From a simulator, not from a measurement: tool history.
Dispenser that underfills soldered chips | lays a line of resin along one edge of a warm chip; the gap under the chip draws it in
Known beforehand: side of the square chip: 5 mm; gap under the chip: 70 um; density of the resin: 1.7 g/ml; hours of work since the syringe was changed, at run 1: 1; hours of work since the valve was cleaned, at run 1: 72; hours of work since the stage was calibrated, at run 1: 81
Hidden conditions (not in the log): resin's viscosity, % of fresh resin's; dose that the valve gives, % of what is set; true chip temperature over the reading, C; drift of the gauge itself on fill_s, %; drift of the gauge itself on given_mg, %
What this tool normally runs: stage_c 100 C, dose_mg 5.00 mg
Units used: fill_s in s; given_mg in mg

run   hour  stage_c  dose_mg  hours of work since the syringe was changed  hours of work since the valve was cleaned  hours of work since the stage was calibrated  fill_s  given_mg
  1    0.0      100     5.00                                            1                                         72                                            81    15.9      4.85
  2    4.0      100     5.00                                            4                                         75                                            84    18.2      4.85
  3   12.2      100     5.00                                           11                                         81                                            90    25.7      4.84
      14.4  -- new syringe of resin
  4   17.2      100     5.00                                            2                                         85                                            94    16.5      4.82
  5   22.6      100     5.00                                            7                                         90                                            98    20.3      4.82
  6   26.4      100     5.00                                           10                                         93                                           101    24.1      4.80
      29.8  -- new syringe of resin
  7   32.6      100     5.00                                            2                                         97                                           106    16.5      4.81
  8   38.8      100     5.00                                            7                                        102                                           111    21.7      4.79
      42.9  -- dispensing valve cleaned and set on the balance
      46.1  -- new syringe of resin
  9   47.7      100     5.00                                            1                                          4                                           117    16.0      5.00
 10   53.3       90     5.00                                            6                                          8                                           122    27.3      4.98
 11   58.4       90     5.00                                           10                                         12                                           126    34.6      4.99
      61.7  -- new syringe of resin
 12   66.8       90     5.00                                            4                                         19                                           132    24.4      4.94
 13   75.8       90     5.00                                           11                                         26                                           139    35.9      4.97
      77.2  -- new syringe of resin
 14   82.3       86     5.00                                            4                                         31                                           144    28.2      4.95
 15   88.2      109     4.96                                            9                                         35                                           149    19.5      4.88
      92.6  -- new syringe of resin
 16   95.9      110     4.60                                            3                                         41                                           155    13.3      4.53
 17  101.2      110     4.60                                            7                                         46                                           159    15.8      4.53
 18  106.4      110     4.60                                           11                                         50                                           163    20.2      4.51
     108.0  -- new syringe of resin
 19  113.0      110     4.60                                            4                                         55                                           168    14.6      4.49
 20  120.8      100     5.31                                           10                                         61                                           175    25.8      5.19

Predict the results of run 21:
     123.2  -- new syringe of resin
 21  129.8       90     4.32                                            5                                         68                                           182       ?         ?

{"run 21": {"fill_s": 27.8, "given_mg": 4.19}}
Minus the tool's unlogged condition, the same run would have read fill_s 20.0 s, given_mg 4.31 mg.

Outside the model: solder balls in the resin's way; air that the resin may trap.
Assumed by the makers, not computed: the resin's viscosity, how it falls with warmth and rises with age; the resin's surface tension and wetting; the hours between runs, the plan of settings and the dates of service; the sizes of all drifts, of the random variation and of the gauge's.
